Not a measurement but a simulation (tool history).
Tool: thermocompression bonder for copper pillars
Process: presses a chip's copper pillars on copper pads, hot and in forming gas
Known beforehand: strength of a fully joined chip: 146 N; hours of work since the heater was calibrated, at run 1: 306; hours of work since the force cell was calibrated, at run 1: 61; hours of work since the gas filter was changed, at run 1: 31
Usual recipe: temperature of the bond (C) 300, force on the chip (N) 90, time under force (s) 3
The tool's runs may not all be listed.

| run | day | temperature of the bond (C) | force on the chip (N) | time under force (s) | hours of work since the heater was calibrated | hours of work since the force cell was calibrated | hours of work since the gas filter was changed | force that shears a chip off (N) |
|---|---|---|---|---|---|---|---|---|
| 1 | 0 | 300 | 90 | 3 | 306 | 61 | 31 | 96.1 |
| 2 | 0.588 | 300 | 90 | 3 | 314 | 69 | 39 | 95.7 |
| 3 | 1.154 | 300 | 90 | 4 | 321 | 76 | 47 | 103.3 |
| 4 | 1.579 | 300 | 90 | 3 | 327 | 82 | 53 | 95.4 |
| 5 | 2.054 | 300 | 90 | 3 | 334 | 89 | 59 | 96 |
| 6 | 2.667 | 300 | 90 | 3 | 342 | 97 | 68 | 95.5 |
| 7 | 2.967 | 300 | 90 | 3 | 346 | 101 | 72 | 95.5 |
| 8 | 3.571 | 304 | 90 | 3 | 354 | 109 | 80 | 98.9 |
| 9 | 3.942 | 273 | 90 | 3 | 360 | 114 | 85 | 67.1 |
| 10 | 4.317 | 273 | 90 | 3 | 365 | 119 | 90 | 67.3 |
| 11 | 4.583 | 273 | 90 | 3 | 368 | 123 | 94 | 67.5 |
| 12 | 5.017 | 300 | 116 | 3 | 374 | 129 | 100 | 104.1 |
|  | 5.446 | forming gas filter changed |
| 13 | 5.55 | 277 | 116 | 3 | 381 | 136 | 1 | 82.8 |
| 14 | 6.158 | 300 | 131 | 3 | 390 | 144 | 10 | 111.6 |
| 15 | 6.683 | 320 | 131 | 3 | 397 | 152 | 17 | 124.8 |
| 16 | 6.983 | 320 | 131 | 3 | 401 | 156 | 21 | 127.5 |
| 17 | 7.388 | 320 | 76 | 3 | 406 | 161 | 27 | 107.6 |
| 18 | 7.842 | 320 | 76 | 2 | 412 | 167 | 33 | 97 |
| 19 | 8.446 | 320 | 76 | 2 | 421 | 176 | 41 | 96.7 |
| 20 | 8.829 | 319 | 70 | 9 | 426 | 181 | 46 | 127.3 |
| 21 | 9.112 | 305 | 70 | 2 | 430 | 185 | 50 | 79.7 |
| 22 | 9.421 | 309 | 65 | 4 | 434 | 189 | 54 | 97 |
| 23 | 9.925 | 291 | 90 | 2 | 441 | 196 | 61 | 74.9 |
| 24 | 10.2 | 291 | 90 | 2 | 445 | 199 | 65 | 75.8 |
| 25 | 10.758 | 300 | 80 | 3 | 452 | 207 | 73 | 89.5 |
|  | 10.867 | heater calibrated with a thermocouple chip |
| 26 | 11.125 | 300 | 80 | 3 | 4 | 211 | 76 | 88.7 |
| 27 | 11.654 | 318 | 89 | 2 | 11 | 218 | 84 | 99.4 |
| 28 | 11.971 | 307 | 89 | 7 | 15 | 223 | 88 | 119.4 |
|  | 12.083 | heater calibrated with a thermocouple chip, once more |
| 29 | 12.512 | 300 | 62 | 3 | 6 | 229 | 94 | 83.4 |
| 30 | 12.767 | 300 | 62 | 3 | 9 | 232 | 98 | 82.2 |
|  | 13.342 | forming gas filter changed |
| 31 | 13.375 | 300 | 66 | 5 | 17 | 240 | 0 | 100.6 |
| 32 | 13.788 | 300 | 89 | 2 | 23 | 246 | 6 | 89.4 |
| 33 | 14.096 | 300 | 89 | 2 | 27 | 250 | 10 | 89.5 |
| 34 | 14.712 | 316 | 118 | 2 | 36 | 259 | 19 | 114.6 |
| 35 | 15.158 | 277 | 112 | 2 | 42 | 265 | 25 | 74.5 |
| 36 | 15.658 | 328 | 64 | 3 | 48 | 271 | 32 | 111.5 |
| 37 | 15.929 | 328 | 64 | 3 | 52 | 275 | 35 | 111.2 |

Alternative continuations, all from the tool just after run 37; predict every row:
| A | 16.271 | 290 | 131 | 7 | 57 | 280 | 40 | ? |
| B | 16.271 | 272 | 64 | 2 | 57 | 280 | 40 | ? |
| C | 16.271 | 293 | 109 | 3 | 57 | 280 | 40 | ? |

| run | force that shears a chip off (N) |
|---|---|
| A | 123.6 |
| B | 49.5 |
| C | 100.2 |
With no hidden state in the tool, these same runs would have given:
| run | force that shears a chip off (N) |
|---|---|
| A | 124.2 |
| B | 49.3 |
| C | 100.3 |
